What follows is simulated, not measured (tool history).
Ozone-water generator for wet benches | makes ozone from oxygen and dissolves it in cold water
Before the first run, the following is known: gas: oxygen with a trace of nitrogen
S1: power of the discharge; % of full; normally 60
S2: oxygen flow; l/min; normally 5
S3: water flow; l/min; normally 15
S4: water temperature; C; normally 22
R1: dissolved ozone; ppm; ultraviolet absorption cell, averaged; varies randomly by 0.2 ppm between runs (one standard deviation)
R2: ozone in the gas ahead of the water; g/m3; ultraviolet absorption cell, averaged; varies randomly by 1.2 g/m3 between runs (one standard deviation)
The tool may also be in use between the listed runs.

run    hour  S1    S2  S3  S4    R1     R2
  1       0  60     5  15  22  27.9  225.1
  2    38.7  60     5  13  22  30.8    223
  3    88.2  60  7.55  15  22  27.4  182.3
  4   127.6  60     5  15  16  31.2  222.6
  5   177.4  60     5  15  16  31.2  223.1
  6   220.1  60     5  10  22  35.3  222.3
  7   296.4  60     5  10  22  35.6  223.7
  8   332.3  60     5  15  15  31.5  224.2
  9   372.4  60     5  15  15  31.3  223.7
 10   425.6  60     5  15  22  28.3  221.8
 11   482.7  60  5.31  15  22  28.2  214.7
 12   534.3  60     5  15  17  30.8  224.1
 13   591.9  60     5  15  17  30.2  224.2
 14   635.3  60     5  15  17  30.5  222.5
 15   703.2  60     5  15  22  28.3  221.6
 16   743.9  60     5  15  22  28.3  224.8
 17   809.9  60     5  15  22  28.1  222.9
 18   879.6  47  3.55  15  22  23.1    216
      942.8  -- water thermometer calibrated
 19   951.2  47  3.55  15  22  23.3  218.4
 20  1022.7  60  2.82  15  28    25  289.7
 21  1061.1  60  2.82  15  28  24.7  290.9
 22  1106.1  60  2.82  15  28  24.7  292.1
 23  1182.6  54  2.79  22  28  17.1  270.7
 24  1255.2  60     5  15  25  26.6  224.5
 25  1308.6  60  3.47  13  30  26.7  265.4
 26  1372.1  60  5.74  15  16  31.2  210.2
 27  1413.3  60     5  18  23  24.4  222.9

The next listed run, before its measurement:
 28  1470.9  60   5  18  23   ?   ?

Run 28 gave R1 24.3 ppm, R2 223 g/m3.
Had the tool carried no hidden state, the very same run would have given R1 24.3 ppm, R2 223.1 g/m3.
